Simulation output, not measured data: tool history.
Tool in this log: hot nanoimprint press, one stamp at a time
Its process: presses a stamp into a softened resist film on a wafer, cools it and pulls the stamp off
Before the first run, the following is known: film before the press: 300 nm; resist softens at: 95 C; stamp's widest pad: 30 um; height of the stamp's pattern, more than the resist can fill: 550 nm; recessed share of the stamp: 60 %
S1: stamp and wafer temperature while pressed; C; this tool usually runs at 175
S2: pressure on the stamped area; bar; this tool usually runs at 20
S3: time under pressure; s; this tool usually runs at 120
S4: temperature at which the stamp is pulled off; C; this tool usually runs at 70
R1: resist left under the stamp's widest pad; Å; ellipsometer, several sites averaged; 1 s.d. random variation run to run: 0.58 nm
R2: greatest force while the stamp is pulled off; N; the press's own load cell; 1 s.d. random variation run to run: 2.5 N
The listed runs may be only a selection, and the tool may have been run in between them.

run,hour,S1,S2,S3,S4,R1,R2
1,0,175,20,120,70,1312,202
2,22.8,175,20,120,70,1322,197
3,69.2,175,20,83,70,1503,197
4,95,175,20,83,70,1485,198
# hour 129.8: stamp cleaned and given a new release coat
5,137.1,175,16.6,83,70,1630,197
6,175.2,175,16.6,83,70,1610,193
# hour 187.5: press's hydraulic seals changed and the load cell set to zero
7,204.8,175,18.6,120,70,1357,194
8,248.1,175,20,139,70,1251,194
9,276.2,175,20,139,70,1243,194
10,310.1,164,20,120,70,1908,195

Each row is a separate what-if for the run after 10, all from the same tool condition, not one after another. Results?
A,333.7,181,20,64,74,?,?
B,333.7,170,20,120,68,?,?
C,333.7,175,20.5,120,70,?,?

run,R1,R2
A,1340,184
B,1565,201
C,1312,197
Stripped of hidden state, with their random variation kept, the same runs would have yielded:
run,R1,R2
A,1338,184
B,1562,201
C,1310,196
